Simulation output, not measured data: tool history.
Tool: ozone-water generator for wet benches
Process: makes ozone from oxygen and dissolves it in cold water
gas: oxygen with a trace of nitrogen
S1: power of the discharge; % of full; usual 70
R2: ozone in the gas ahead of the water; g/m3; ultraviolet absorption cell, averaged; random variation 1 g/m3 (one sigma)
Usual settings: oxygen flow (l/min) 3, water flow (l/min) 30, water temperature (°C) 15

Run 1, hour 0: usual settings. Result: dissolved ozone (ppm) 10.4, R2 174.5 g/m3.
Run 2, hour 153.1: usual settings. Result: dissolved ozone (ppm) 10.3, R2 174 g/m3.
Run 3, hour 267.2: usual settings but water temperature (°C) 22. Result: dissolved ozone (ppm) 9.9, R2 172.5 g/m3.
Run 4, hour 373.9: usual settings but water flow (l/min) 46. Result: dissolved ozone (ppm) 6.4, R2 173.9 g/m3.
Run 5, hour 491.7: usual settings but water flow (l/min) 46. Result: dissolved ozone (ppm) 6.2, R2 173.1 g/m3.
Run 6, hour 635.6: usual settings but S1 53 % of full, oxygen flow (l/min) 2.72. Result: dissolved ozone (ppm) 8.7, R2 154.4 g/m3.
At hour 679.8: contactor cleaned.
Run 7, hour 772.1: usual settings but S1 53 % of full, oxygen flow (l/min) 2.72. Result: dissolved ozone (ppm) 9.1, R2 154.2 g/m3.
Run 8, hour 903.4: usual settings but water temperature (°C) 12. Result: dissolved ozone (ppm) 10.9, R2 170.5 g/m3.
Run 9, hour 1046.2: usual settings but water temperature (°C) 12. Result: dissolved ozone (ppm) 10.6, R2 170.9 g/m3.
Run 10, hour 1143.2: usual settings but water temperature (°C) 12. Result: dissolved ozone (ppm) 11, R2 172.3 g/m3.

3 ways to go on from here, each from the tool as it stands after run 10. What would each give?
Run A, hour 1289.4: usual settings but S1 81 % of full, water flow (l/min) 20, water temperature (°C) 12. Result: dissolved ozone (ppm) ?, R2 ?.
Run B, hour 1289.4: usual settings but S1 61 % of full, oxygen flow (l/min) 2.74, water temperature (°C) 12. Result: dissolved ozone (ppm) ?, R2 ?.
Run C, hour 1289.4: usual settings but S1 68 % of full, oxygen flow (l/min) 2.43, water flow (l/min) 24. Result: dissolved ozone (ppm) ?, R2 ?.

run  dissolved ozone (ppm)     R2
  A                   17.2  186.4
  B                    9.8  167.9
  C                   12.4    192
Without the tool's hidden state the same runs would have given:
run  dissolved ozone (ppm)     R2
  A                   18.3  196.8
  B                   10.3  175.7
  C                   13.2  201.6
